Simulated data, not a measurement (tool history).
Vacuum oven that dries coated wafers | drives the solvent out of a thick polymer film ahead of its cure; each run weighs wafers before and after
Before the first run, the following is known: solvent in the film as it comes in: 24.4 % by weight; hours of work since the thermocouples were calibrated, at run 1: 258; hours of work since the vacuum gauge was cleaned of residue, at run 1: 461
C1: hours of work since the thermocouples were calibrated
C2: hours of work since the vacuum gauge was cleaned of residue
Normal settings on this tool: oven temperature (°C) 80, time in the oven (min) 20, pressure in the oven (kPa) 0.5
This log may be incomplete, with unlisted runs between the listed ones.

Run 1, hour 0: usual settings; C1 258; C2 461. Result: solvent left in the film (%) 2.39.
Run 2, hour 7.7: usual settings; C1 263; C2 467. Result: solvent left in the film (%) 2.35.
Run 3, hour 22.1: usual settings; C1 273; C2 476. Result: solvent left in the film (%) 2.39.
Run 4, hour 28.2: usual settings; C1 277; C2 480. Result: solvent left in the film (%) 2.34.
Run 5, hour 34: usual settings; C1 281; C2 484. Result: solvent left in the film (%) 2.34.
Run 6, hour 42.5: usual settings; C1 287; C2 490. Result: solvent left in the film (%) 2.39.
Run 7, hour 53.6: usual settings but oven temperature (°C) 71, pressure in the oven (kPa) 0.478; C1 294; C2 498. Result: solvent left in the film (%) 6.73.
Run 8, hour 61.2: usual settings but oven temperature (°C) 71, time in the oven (min) 23, pressure in the oven (kPa) 1.971; C1 299; C2 503. Result: solvent left in the film (%) 6.68.
At hour 64.5: oven's thermocouples calibrated.
Run 9, hour 75.7: usual settings but oven temperature (°C) 71, time in the oven (min) 23, pressure in the oven (kPa) 1.971; C1 8; C2 511. Result: solvent left in the film (%) 6.85.
Run 10, hour 81.9: usual settings but oven temperature (°C) 72, time in the oven (min) 23, pressure in the oven (kPa) 0.849; C1 12; C2 516. Result: solvent left in the film (%) 5.48.
Run 11, hour 91.3: usual settings but oven temperature (°C) 72, time in the oven (min) 23, pressure in the oven (kPa) 0.849; C1 18; C2 522. Result: solvent left in the film (%) 5.52.

Alternative continuations, all from the tool just after run 11; predict every row:
Run A, hour 102.7: usual settings but oven temperature (°C) 89, time in the oven (min) 33, pressure in the oven (kPa) 0.69; C1 26; C2 530. Result: solvent left in the film (%) ?.
Run B, hour 102.7: usual settings but oven temperature (°C) 95, time in the oven (min) 16, pressure in the oven (kPa) 0.427; C1 26; C2 530. Result: solvent left in the film (%) ?.
Run C, hour 102.7: usual settings but oven temperature (°C) 72, time in the oven (min) 23, pressure in the oven (kPa) 0.454; C1 26; C2 530. Result: solvent left in the film (%) ?.
Run D, hour 102.7: usual settings but oven temperature (°C) 68, time in the oven (min) 13, pressure in the oven (kPa) 0.678; C1 26; C2 530. Result: solvent left in the film (%) ?.

run  solvent left in the film (%)
  A                          0.26
  B                          0.25
  C                          5.42
  D                         11.45
Had the tool no hidden state, the same runs would have come out as:
run  solvent left in the film (%)
  A                          0.21
  B                          0.18
  C                          4.77
  D                         10.83
